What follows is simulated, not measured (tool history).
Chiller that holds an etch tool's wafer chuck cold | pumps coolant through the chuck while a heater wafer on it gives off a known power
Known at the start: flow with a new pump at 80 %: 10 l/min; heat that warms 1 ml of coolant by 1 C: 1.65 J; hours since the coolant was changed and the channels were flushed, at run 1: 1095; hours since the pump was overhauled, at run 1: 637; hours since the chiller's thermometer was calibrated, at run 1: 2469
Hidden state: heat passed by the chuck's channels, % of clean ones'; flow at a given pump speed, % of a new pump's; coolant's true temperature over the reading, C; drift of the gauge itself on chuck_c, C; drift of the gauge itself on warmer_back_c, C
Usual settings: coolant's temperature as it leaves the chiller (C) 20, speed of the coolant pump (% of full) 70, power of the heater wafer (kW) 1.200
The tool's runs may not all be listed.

run	hour	coolant's temperature as it leaves the chiller (C)	speed of the coolant pump (% of full)	power of the heater wafer (kW)	hours since the coolant was changed and the channels were flushed	hours since the pump was overhauled	hours since the chiller's thermometer was calibrated	chuck's temperature once it has settled (C)	how much warmer the coolant comes back (C)
1	0.0	20	70	1.200	1095	637	2469	36.0	5.04
2	14.9	20	70	1.200	1110	652	2484	36.2	5.05
3	47.3	20	70	1.778	1142	684	2516	43.7	7.46
4	78.4	20	70	1.778	1173	715	2548	43.6	7.49
5	99.5	20	70	1.200	1194	736	2569	36.0	5.02
6	118.8	22	70	1.200	1214	756	2588	38.0	5.04
7	150.3	22	70	1.597	1245	787	2620	43.3	6.66
8	180.5	22	70	1.597	1275	817	2650	43.4	6.67
9	203.4	22	70	1.597	1298	840	2673	43.2	6.69
10	236.4	22	70	1.597	1331	873	2706	43.3	6.63
11	251.9	22	70	1.486	1347	889	2721	41.6	6.13
12	283.8	17	91	1.464	1379	921	2753	32.3	4.55
13	315.1	20	83	1.016	1410	952	2784	31.4	3.38
14	346.6	11	73	0.791	1442	983	2816	21.2	3.10
15	362.9	27	83	0.644	1458	1000	2832	34.4	2.15
16	392.7	27	83	0.927	1488	1030	2862	37.6	3.09
17	417.5	18	62	0.974	1512	1054	2887	32.4	4.66
18	436.6	14	91	0.704	1532	1073	2906	21.3	2.04
19	461.6	26	70	1.200	1557	1098	2931	41.8	4.95
# hour 465.5: chiller's thermometer calibrated
20	496.9	20	94	1.200	1591	1133	31	32.3	3.47
21	515.6	10	63	0.893	1610	1151	50	23.1	4.12
22	544.8	12	87	0.941	1639	1181	79	22.3	2.92

Forecast each of these 3 alternatives for the next run:
A	564.2	14	82	1.048	1658	1200	99	?	?
B	564.2	17	73	0.759	1658	1200	99	?	?
C	564.2	22	70	1.200	1658	1200	99	?	?

run	chuck's temperature once it has settled (C)	how much warmer the coolant comes back (C)
A	26.1	3.54
B	26.8	2.84
C	37.9	4.89
Without the tool's hidden state the same runs would have given:
run	chuck's temperature once it has settled (C)	how much warmer the coolant comes back (C)
A	26.1	3.73
B	26.8	3.03
C	37.9	5.08
